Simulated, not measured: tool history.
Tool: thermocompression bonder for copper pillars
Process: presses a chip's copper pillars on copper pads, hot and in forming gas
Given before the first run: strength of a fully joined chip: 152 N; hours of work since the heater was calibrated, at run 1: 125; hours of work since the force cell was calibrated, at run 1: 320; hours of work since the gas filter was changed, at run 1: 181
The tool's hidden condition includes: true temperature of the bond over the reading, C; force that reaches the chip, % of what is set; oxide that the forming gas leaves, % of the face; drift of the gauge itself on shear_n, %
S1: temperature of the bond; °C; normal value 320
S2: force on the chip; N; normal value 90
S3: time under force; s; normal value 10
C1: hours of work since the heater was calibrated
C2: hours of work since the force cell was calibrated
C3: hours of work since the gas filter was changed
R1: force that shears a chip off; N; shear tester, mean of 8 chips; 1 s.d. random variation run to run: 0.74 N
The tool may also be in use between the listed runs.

run    hour   S1  S2  S3   C1   C2   C3     R1
  1     0.0  320  90  10  125  320  181   96.4
  2    31.1  320  90  26  141  336  198  120.1
  3    51.5  320  90   8  151  347  208   90.3
       89.3  -- forming gas filter changed
  4    93.0  320  90   8  173  368    2   90.7
  5   121.8  320  90  22  188  383   17  117.4
  6   159.6  320  90  10  208  403   37   94.3
  7   190.3  320  90  10  224  419   53   95.4
  8   227.5  320  95  10  243  439   72   99.8
  9   250.4  320  90  10  255  451   84   96.3
 10   289.9  320  90  10  276  471  105   95.8
 11   319.6  320  90  10  291  487  120   97.0
 12   338.7  320  90  10  301  497  130   97.0
 13   374.7  332  90  10  320  516  149  105.3
 14   411.7  332  90  10  340  535  169  106.4
 15   437.3  320  90   7  353  548  182   85.6
 16   475.4  320  90   7  373  568  202   85.9
 17   500.2  320  90  10  386  581  215   96.2
      523.5  -- forming gas filter changed
 18   538.6  320  90  10  406  601    8   97.1
 19   563.4  320  90  10  419  614   21   95.5
 20   587.1  320  90  11  431  627   33   99.6
 21   616.4  320  90  11  446  642   49   98.2
 22   633.6  320  90   6  455  651   58   82.0
 23   651.8  320  90   6  465  660   67   81.6
 24   685.7  320  90   6  483  678   85   82.4
 25   705.6  294  60  10  493  689   95   52.2
 26   733.6  335  58  10  508  703  110   84.6
 27   755.5  299  64  10  519  715  121   60.2
 28   785.5  299  81   5  535  730  137   54.9
 29   814.4  312  90  15  550  745  152   99.9
 30   837.6  330  90  18  562  758  164  119.5
 31   866.9  330  90  18  577  773  180  119.9
 32   883.5  323  75  28  586  782  188  116.2
 33   911.8  316  66  28  601  796  203  103.9
 34   934.6  316  66  28  613  808  215  102.9
      958.0  -- forming gas filter changed
 35   972.0  334  90  23  632  828    7  129.4
 36  1005.0  334  90  23  649  845   25  128.1
 37  1037.1  301  81  10  666  862   41   73.9
 38  1067.4  301  81  10  682  878   57   74.0
 39  1086.8  301  81  10  692  888   67   73.2
 40  1115.8  320  80  20  707  903   83  108.2

Each row is a separate what-if for the run after 40, all from the same tool condition, not one after another. Results?
  A  1139.0  317  125  13  720  915  95   ?
  B  1139.0  318   80  20  720  915  95   ?
  C  1139.0  307  135  23  720  915  95   ?

run     R1
  A  118.7
  B  107.7
  C  128.1
With no hidden state in the tool, these same runs would have given:
run     R1
  A  119.0
  B  107.9
  C  128.4
